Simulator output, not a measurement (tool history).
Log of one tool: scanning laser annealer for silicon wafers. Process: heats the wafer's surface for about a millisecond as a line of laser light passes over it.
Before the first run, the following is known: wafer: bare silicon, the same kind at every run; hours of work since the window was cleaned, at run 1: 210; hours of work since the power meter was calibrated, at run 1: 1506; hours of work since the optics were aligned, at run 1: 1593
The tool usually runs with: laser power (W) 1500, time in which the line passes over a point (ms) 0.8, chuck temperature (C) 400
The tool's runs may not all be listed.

run	hour	laser power (W)	time in which the line passes over a point (ms)	chuck temperature (C)	hours of work since the window was cleaned	hours of work since the power meter was calibrated	hours of work since the optics were aligned	highest temperature of the surface (C)
1	0	1500	0.8	400	210	1506	1593	1233
2	46.6	1500	0.8	400	247	1542	1629	1232
3	123.6	1500	0.8	400	307	1603	1690	1230
# hour 189.2: optics aligned, line set to its width
# hour 197.7: window over the wafer cleaned
4	201	1500	0.8	400	3	1658	8	1233
5	248.8	1398	0.8	400	40	1696	45	1173
6	286.5	1398	0.8	400	70	1725	75	1171
7	347	1500	0.8	400	117	1773	122	1233
8	413.1	1500	0.8	400	169	1824	174	1233
9	496.1	1500	0.8	392	234	1890	239	1226
10	559.9	1500	0.732	398	284	1940	289	1193
11	638.5	1401	0.716	438	346	2002	351	1173
# hour 659.2: window over the wafer cleaned
12	702.5	1564	0.643	400	34	2050	400	1182
13	776.6	1397	0.784	425	92	2108	458	1189
14	823.1	1500	0.8	406	129	2145	495	1240
15	866.3	1375	0.963	406	163	2179	528	1231
16	905.5	1375	0.963	406	193	2210	559	1233
17	957.7	1569	0.8	400	234	2251	600	1271
18	1007.2	1284	0.906	400	273	2289	639	1150

Consider 3 possible next runs. They are alternatives, not a sequence: every one starts from the tool as it was left by run 18. What does each give?
A	1042.4	1500	0.633	421	301	2317	667	?
B	1042.4	1294	0.8	409	301	2317	667	?
C	1042.4	1449	0.906	400	301	2317	667	?

run	highest temperature of the surface (C)
A	1167
B	1119
C	1251
Without the tool's unlogged condition, the same runs would have read:
run	highest temperature of the surface (C)
A	1168
B	1120
C	1251

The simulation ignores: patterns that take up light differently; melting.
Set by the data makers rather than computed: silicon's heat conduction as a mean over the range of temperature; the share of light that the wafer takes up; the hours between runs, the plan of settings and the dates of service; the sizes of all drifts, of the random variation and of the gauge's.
